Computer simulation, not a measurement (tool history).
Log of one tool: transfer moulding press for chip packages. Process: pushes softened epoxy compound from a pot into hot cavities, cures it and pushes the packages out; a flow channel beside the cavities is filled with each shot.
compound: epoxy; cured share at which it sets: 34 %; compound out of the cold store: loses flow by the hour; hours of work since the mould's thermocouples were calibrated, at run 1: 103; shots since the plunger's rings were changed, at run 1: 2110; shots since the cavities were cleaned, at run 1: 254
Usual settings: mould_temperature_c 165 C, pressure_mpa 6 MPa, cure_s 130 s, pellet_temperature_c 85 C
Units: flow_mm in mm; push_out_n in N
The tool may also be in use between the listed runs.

| run | hour | mould_temperature_c | pressure_mpa | cure_s | pellet_temperature_c | hours of work since the mould's thermocouples were calibrated | shots since the plunger's rings were changed | shots since the cavities were cleaned | incoming compound's hours out of the cold store | flow_mm | push_out_n |
|---|---|---|---|---|---|---|---|---|---|---|---|
| 1 | 0 | 165 | 6 | 130 | 85 | 103 | 2110 | 254 | 10.7 | 775 | 469 |
| 2 | 21.7 | 165 | 6 | 130 | 85 | 117 | 2304 | 448 | 9.9 | 765 | 493 |
|  | 49.5 | cavities cleaned with cleaning compound and waxed |
| 3 | 64.9 | 165 | 6 | 130 | 85 | 144 | 2677 | 138 | 29.7 | 725 | 452 |
| 4 | 102.6 | 165 | 5.84 | 130 | 85 | 168 | 3015 | 476 | 13.6 | 743 | 500 |
|  | 126.8 | cavities cleaned with cleaning compound and waxed |
| 5 | 145 | 165 | 5.84 | 130 | 85 | 194 | 3381 | 163 | 13.3 | 740 | 438 |
| 6 | 170.1 | 165 | 6 | 130 | 85 | 210 | 3606 | 388 | 14.9 | 748 | 496 |
|  | 180.3 | plunger's sealing rings changed |
| 7 | 203.9 | 159 | 6 | 130 | 85 | 231 | 211 | 668 | 25.7 | 773 | 707 |
|  | 209.2 | cavities cleaned with cleaning compound and waxed |
| 8 | 231.6 | 165 | 6 | 130 | 94 | 247 | 446 | 201 | 27.3 | 749 | 448 |
| 9 | 273.7 | 165 | 6.99 | 130 | 85 | 274 | 822 | 577 | 14.4 | 835 | 518 |
|  | 286.3 | cavities cleaned with cleaning compound and waxed |
| 10 | 299.7 | 165 | 6.99 | 130 | 85 | 290 | 1042 | 120 | 36.4 | 779 | 402 |
| 11 | 336.3 | 165 | 6 | 130 | 92 | 314 | 1370 | 448 | 29.5 | 737 | 492 |
|  | 365.3 | cavities cleaned with cleaning compound and waxed |
| 12 | 377.2 | 165 | 6 | 130 | 92 | 339 | 1722 | 107 | 33.5 | 727 | 422 |
| 13 | 421.7 | 165 | 6 | 130 | 77 | 368 | 2120 | 505 | 31.3 | 734 | 508 |
|  | 443.5 | cavities cleaned with cleaning compound and waxed |
| 14 | 455.4 | 165 | 6 | 130 | 77 | 388 | 2408 | 106 | 33.6 | 716 | 410 |
| 15 | 500.6 | 165 | 6 | 130 | 77 | 417 | 2813 | 511 | 25.7 | 728 | 524 |
|  | 521.1 | cavities cleaned with cleaning compound and waxed |
| 16 | 521.1 | 162 | 6 | 130 | 94 | 430 | 2983 | 0 | 10.4 | 769 | 436 |
| 17 | 541.2 | 165 | 5.78 | 130 | 82 | 442 | 3163 | 180 | 8.7 | 746 | 467 |
| 18 | 562.6 | 165 | 6.39 | 164 | 85 | 456 | 3354 | 371 | 20.3 | 758 | 433 |
| 19 | 593.2 | 158 | 4.86 | 164 | 85 | 476 | 3628 | 645 | 13.1 | 694 | 535 |
|  | 597.3 | mould's thermocouples calibrated |
|  | 602.6 | plunger's sealing rings changed |
|  | 604.1 | cavities cleaned with cleaning compound and waxed |
| 20 | 638 | 158 | 4.86 | 164 | 85 | 24 | 304 | 304 | 37.2 | 682 | 498 |
| 21 | 675.7 | 158 | 6.79 | 164 | 87 | 48 | 641 | 641 | 10.3 | 867 | 551 |
|  | 682.2 | cavities cleaned with cleaning compound and waxed |
| 22 | 722.4 | 172 | 5.66 | 130 | 86 | 77 | 1046 | 360 | 40.6 | 689 | 415 |
| 23 | 752.6 | 172 | 7.17 | 166 | 78 | 96 | 1316 | 630 | 34.6 | 781 | 464 |
|  | 757.7 | mould's thermocouples calibrated, once more |
|  | 763.2 | cavities cleaned with cleaning compound and waxed |
| 24 | 779.6 | 161 | 6 | 130 | 85 | 13 | 1527 | 147 | 47.4 | 710 | 483 |
| 25 | 816.8 | 161 | 6 | 130 | 85 | 37 | 1859 | 479 | 46.7 | 712 | 593 |
|  | 840.6 | cavities cleaned with cleaning compound and waxed |
| 26 | 843 | 169 | 5.98 | 130 | 86 | 53 | 2081 | 22 | 35.7 | 717 | 353 |
| 27 | 887.2 | 172 | 4.61 | 130 | 93 | 81 | 2476 | 417 | 45.7 | 599 | 443 |
|  | 917.6 | cavities cleaned with cleaning compound and waxed |
| 28 | 928.5 | 165 | 6 | 165 | 85 | 107 | 2832 | 97 | 28.3 | 727 | 359 |
| 29 | 947.2 | 165 | 6 | 165 | 85 | 119 | 3000 | 265 | 32.8 | 721 | 389 |

Forecast each of these 3 alternatives for the next run:
| A | 978.3 | 166 | 6.22 | 130 | 78 | 139 | 3278 | 543 | 39.2 | ? | ? |
| B | 978.3 | 165 | 6.95 | 130 | 85 | 139 | 3278 | 543 | 44 | ? | ? |
| C | 978.3 | 169 | 6 | 125 | 85 | 139 | 3278 | 543 | 32.2 | ? | ? |

| run | flow_mm | push_out_n |
|---|---|---|
| A | 713 | 497 |
| B | 746 | 503 |
| C | 700 | 479 |
Without the tool's hidden state the same runs would have given:
| run | flow_mm | push_out_n |
|---|---|---|
| A | 747 | 366 |
| B | 781 | 368 |
| C | 733 | 352 |
